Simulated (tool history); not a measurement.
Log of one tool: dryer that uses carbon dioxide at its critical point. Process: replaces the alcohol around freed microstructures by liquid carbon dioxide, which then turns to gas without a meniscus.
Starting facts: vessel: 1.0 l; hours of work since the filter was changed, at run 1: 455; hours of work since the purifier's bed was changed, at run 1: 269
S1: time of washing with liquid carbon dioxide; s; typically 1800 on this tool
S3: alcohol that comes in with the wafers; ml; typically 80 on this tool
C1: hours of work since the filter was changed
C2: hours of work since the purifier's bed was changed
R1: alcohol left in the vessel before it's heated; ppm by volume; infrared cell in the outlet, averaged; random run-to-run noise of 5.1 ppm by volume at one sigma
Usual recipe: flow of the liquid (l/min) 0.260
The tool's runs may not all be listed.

Run 1, day 0.000: usual settings; C1 455; C2 269. Result: R1 196 ppm by volume.
Run 2, day 0.392: usual settings but flow of the liquid (l/min) 0.217; C1 460; C2 274. Result: R1 434 ppm by volume.
Run 3, day 0.950: usual settings but flow of the liquid (l/min) 0.217; C1 467; C2 282. Result: R1 444 ppm by volume.
Run 4, day 1.275: usual settings but flow of the liquid (l/min) 0.217; C1 472; C2 286. Result: R1 440 ppm by volume.
Run 5, day 1.683: usual settings but flow of the liquid (l/min) 0.217; C1 477; C2 291. Result: R1 440 ppm by volume.
Run 6, day 2.304: usual settings; C1 485; C2 299. Result: R1 199 ppm by volume.
Run 7, day 2.679: usual settings but S1 1680 s; C1 490; C2 304. Result: R1 280 ppm by volume.
Run 8, day 3.312: usual settings but S1 1320 s; C1 498; C2 312. Result: R1 864 ppm by volume.
Run 9, day 3.908: usual settings but S1 1320 s; C1 505; C2 319. Result: R1 874 ppm by volume.
Run 10, day 4.292: usual settings but S1 1320 s; C1 510; C2 324. Result: R1 873 ppm by volume.
Run 11, day 4.842: usual settings but S1 1320 s; C1 517; C2 331. Result: R1 874 ppm by volume.
Run 12, day 5.154: usual settings but S1 1320 s; C1 521; C2 335. Result: R1 911 ppm by volume.
Run 13, day 5.708: usual settings but S1 1140 s; C1 528; C2 342. Result: R1 1651 ppm by volume.
Run 14, day 6.233: usual settings but flow of the liquid (l/min) 0.214, S3 22 ml; C1 535; C2 349. Result: R1 177 ppm by volume.
Run 15, day 6.567: usual settings but flow of the liquid (l/min) 0.214, S3 22 ml; C1 539; C2 353. Result: R1 194 ppm by volume.
Run 16, day 6.967: usual settings but flow of the liquid (l/min) 0.214, S3 22 ml; C1 544; C2 358. Result: R1 195 ppm by volume.
Run 17, day 7.338: usual settings but flow of the liquid (l/min) 0.214, S3 22 ml; C1 549; C2 363. Result: R1 191 ppm by volume.
Run 18, day 7.646: usual settings but S1 1140 s, flow of the liquid (l/min) 0.190, S3 96 ml; C1 553; C2 367. Result: R1 5488 ppm by volume.
Run 19, day 8.079: usual settings but S1 1140 s, flow of the liquid (l/min) 0.425, S3 51 ml; C1 558; C2 373. Result: R1 160 ppm by volume.
Run 20, day 8.754: usual settings but S1 1140 s, flow of the liquid (l/min) 0.425, S3 51 ml; C1 567; C2 381. Result: R1 162 ppm by volume.
Run 21, day 9.388: usual settings but S1 1140 s, flow of the liquid (l/min) 0.425, S3 51 ml; C1 575; C2 389. Result: R1 163 ppm by volume.

What will run 22 give?
Run 22, day 9.892: usual settings but S1 2160 s, flow of the liquid (l/min) 0.241; C1 582; C2 396. Result: R1 ?.

R1: 166 ppm by volume
If the tool had no hidden condition, the same run with the same run-to-run variation would have returned R1 36 ppm by volume.

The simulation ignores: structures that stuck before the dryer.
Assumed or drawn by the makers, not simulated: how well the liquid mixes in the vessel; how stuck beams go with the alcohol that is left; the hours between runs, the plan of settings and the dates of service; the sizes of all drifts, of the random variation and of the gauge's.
